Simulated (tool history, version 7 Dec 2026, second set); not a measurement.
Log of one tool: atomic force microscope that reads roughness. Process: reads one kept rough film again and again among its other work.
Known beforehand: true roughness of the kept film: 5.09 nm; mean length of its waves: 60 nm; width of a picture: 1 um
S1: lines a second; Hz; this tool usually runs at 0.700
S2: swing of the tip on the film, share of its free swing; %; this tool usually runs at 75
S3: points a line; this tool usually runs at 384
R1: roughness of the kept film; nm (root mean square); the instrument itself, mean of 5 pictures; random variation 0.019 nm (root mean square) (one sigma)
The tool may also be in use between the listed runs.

| run | hour | S1 | S2 | S3 | R1 |
|---|---|---|---|---|---|
| 1 | 0.0 | 0.700 | 75 | 384 | 4.659 |
| 2 | 15.4 | 0.700 | 75 | 384 | 4.650 |
| 3 | 34.5 | 0.700 | 69 | 384 | 4.674 |
| 4 | 50.3 | 1.056 | 75 | 384 | 4.573 |
| 5 | 70.3 | 1.056 | 75 | 384 | 4.535 |
| 6 | 89.1 | 1.056 | 75 | 384 | 4.494 |
|  | 99.9 | new tip fitted |
| 7 | 114.1 | 1.056 | 75 | 384 | 4.703 |
| 8 | 140.5 | 0.700 | 75 | 384 | 4.735 |
| 9 | 158.8 | 0.700 | 75 | 384 | 4.688 |
| 10 | 173.7 | 0.700 | 75 | 384 | 4.699 |
| 11 | 199.1 | 3.183 | 75 | 384 | 4.273 |
| 12 | 212.5 | 3.183 | 75 | 384 | 4.284 |
| 13 | 226.9 | 3.183 | 86 | 401 | 3.952 |
| 14 | 251.9 | 0.677 | 89 | 610 | 4.499 |
| 15 | 268.1 | 0.677 | 89 | 610 | 4.475 |
| 16 | 289.5 | 0.923 | 66 | 383 | 4.570 |
|  | 291.8 | new tip fitted |
| 17 | 311.5 | 0.923 | 79 | 825 | 4.722 |
| 18 | 335.4 | 0.646 | 59 | 384 | 4.821 |

Estimate the outcome of run 19 from the log above:
| 19 | 347.0 | 0.700 | 62 | 900 | ? |

R1: 4.770 nm (root mean square)
With the hidden condition absent and the run-to-run variation left alone, this run would have shown R1 4.821 nm (root mean square).
